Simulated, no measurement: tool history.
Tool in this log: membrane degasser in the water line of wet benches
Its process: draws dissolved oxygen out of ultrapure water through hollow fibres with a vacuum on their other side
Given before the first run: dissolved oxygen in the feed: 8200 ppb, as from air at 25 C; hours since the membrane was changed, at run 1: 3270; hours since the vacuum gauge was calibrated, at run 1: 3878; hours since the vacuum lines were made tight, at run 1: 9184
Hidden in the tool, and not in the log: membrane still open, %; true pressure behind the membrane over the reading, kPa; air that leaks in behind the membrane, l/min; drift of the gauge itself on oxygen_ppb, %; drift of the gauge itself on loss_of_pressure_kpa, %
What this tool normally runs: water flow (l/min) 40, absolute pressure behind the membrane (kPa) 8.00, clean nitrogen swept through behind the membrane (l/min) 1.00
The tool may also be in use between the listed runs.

run,hour,water flow (l/min),absolute pressure behind the membrane (kPa),clean nitrogen swept through behind the membrane (l/min),hours since the membrane was changed,hours since the vacuum gauge was calibrated,hours since the vacuum lines were made tight,dissolved oxygen in the water behind the degasser (ppb),pressure that the water loses in the fibres (kPa)
1,0.0,40,8.00,1.00,3270,3878,9184,387.5,29.78
2,63.8,40,8.00,1.00,3333,3942,9247,393.0,29.50
3,153.8,40,8.00,1.00,3423,4032,9337,392.5,29.51
# hour 226.6: seals of the vacuum lines changed
4,298.7,40,8.00,1.00,3566,4175,72,391.0,29.32
5,433.9,40,8.00,1.00,3701,4310,207,389.8,29.65
6,529.8,28,8.00,1.00,3797,4406,303,294.6,21.03
7,616.9,28,8.00,1.00,3884,4493,390,292.2,20.66
8,688.8,40,8.00,1.00,3956,4565,462,394.1,29.67
9,807.1,40,8.00,1.00,4075,4683,580,394.2,29.45
10,920.3,40,8.00,1.00,4188,4796,694,395.1,29.47
11,1046.7,40,8.00,1.24,4314,4923,820,333.8,29.84
12,1135.9,40,8.35,1.04,4403,5012,909,406.3,29.69
13,1210.1,40,8.00,1.07,4478,5086,983,376.2,29.95
14,1321.6,40,8.00,1.07,4589,5198,1095,373.8,29.77
15,1472.2,29,10.45,1.00,4740,5348,1246,443.6,21.64
# hour 1484.1: vacuum gauge calibrated
16,1563.4,26,18.30,2.22,4830,79,1336,405.3,19.21
17,1710.2,26,18.30,2.22,4977,226,1483,410.4,19.26
18,1826.1,52,8.55,1.93,5093,342,1599,331.2,39.06
19,1968.6,52,8.55,1.93,5236,485,1742,331.4,38.98
20,2048.5,41,5.54,1.93,5316,564,1821,134.1,30.45
21,2120.5,26,4.88,1.93,5388,636,1893,67.2,19.35

Consider 3 possible next runs. They are alternatives, not a sequence: every one starts from the tool as it was left by run 21. What does each give?
# hour 2163.1: vacuum gauge calibrated, once more
A,2185.3,51,19.62,1.93,5452,22,1958,?,?
# hour 2163.1: vacuum gauge calibrated, once more
B,2185.3,27,11.39,1.28,5452,22,1958,?,?
# hour 2163.1: vacuum gauge calibrated, once more
C,2185.3,32,7.49,0.58,5452,22,1958,?,?

run,dissolved oxygen in the water behind the degasser (ppb),pressure that the water loses in the fibres (kPa)
A,861.2,38.27
B,372.6,20.31
C,427.5,23.79
What these runs would have given with no unlogged condition in the tool:
run,dissolved oxygen in the water behind the degasser (ppb),pressure that the water loses in the fibres (kPa)
A,858.0,37.26
B,370.5,19.78
C,425.0,23.16

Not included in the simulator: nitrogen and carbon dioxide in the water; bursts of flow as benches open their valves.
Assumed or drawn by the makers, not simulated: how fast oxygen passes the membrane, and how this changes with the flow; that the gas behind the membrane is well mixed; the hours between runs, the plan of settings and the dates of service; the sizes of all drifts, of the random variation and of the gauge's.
